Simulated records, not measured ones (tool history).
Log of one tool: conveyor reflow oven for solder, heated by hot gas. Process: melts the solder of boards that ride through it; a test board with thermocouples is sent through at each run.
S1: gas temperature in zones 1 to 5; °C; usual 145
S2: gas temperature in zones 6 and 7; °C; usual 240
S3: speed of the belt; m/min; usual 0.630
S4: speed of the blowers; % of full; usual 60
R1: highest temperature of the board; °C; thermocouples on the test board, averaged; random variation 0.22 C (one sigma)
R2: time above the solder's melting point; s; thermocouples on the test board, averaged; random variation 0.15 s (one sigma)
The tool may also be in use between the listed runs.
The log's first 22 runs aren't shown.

Run 23, hour 578.6: usual settings but S1 130 °C, S2 235 °C, S3 0.676 m/min, S4 75 % of full. Result: R1 216.6 °C, R2 49.8 s.
Run 24, hour 595.2: usual settings but S1 135 °C, S2 250 °C, S3 0.731 m/min, S4 79 % of full. Result: R1 228.4 °C, R2 54.2 s.
Run 25, hour 622.1: usual settings but S1 135 °C, S2 250 °C, S3 0.731 m/min, S4 79 % of full. Result: R1 228.1 °C, R2 54.3 s.
Run 26, hour 641.3: usual settings but S1 135 °C, S2 250 °C, S3 0.731 m/min, S4 79 % of full. Result: R1 228.1 °C, R2 54.5 s.
Run 27, hour 675.2: usual settings but S1 159 °C, S3 0.512 m/min. Result: R1 229.7 °C, R2 90.7 s.
Run 28, hour 701.7: usual settings but S1 148 °C, S3 0.574 m/min, S4 68 % of full. Result: R1 226.8 °C, R2 74.2 s.
Run 29, hour 734.4: usual settings but S1 148 °C, S2 242 °C, S3 0.574 m/min, S4 68 % of full. Result: R1 229.2 °C, R2 75.0 s.
Run 30, hour 769.1: usual settings but S2 231 °C, S3 0.607 m/min. Result: R1 215.3 °C, R2 60.6 s.
Run 31, hour 808.0: usual settings but S3 0.665 m/min, S4 54 % of full. Result: R1 218.0 °C, R2 56.0 s.
Run 32, hour 846.8: usual settings but S3 0.651 m/min. Result: R1 220.5 °C, R2 60.1 s.

3 ways to go on from here, each from the tool as it stands after run 32. What would each give?
Run A, hour 878.1: usual settings but S4 62 % of full. Result: R1 ?, R2 ?.
Run B, hour 878.1: usual settings but S2 249 °C, S3 0.651 m/min, S4 72 % of full. Result: R1 ?, R2 ?.
Run C, hour 878.1: usual settings but S1 154 °C, S2 234 °C, S3 0.506 m/min. Result: R1 ?, R2 ?.

run     R1    R2
  A  222.2  63.1
  B  231.7  66.3
  C  224.3  85.7
Without the tool's hidden state the same runs would have given:
run     R1    R2
  A  222.2  63.1
  B  231.7  66.3
  C  224.3  85.6
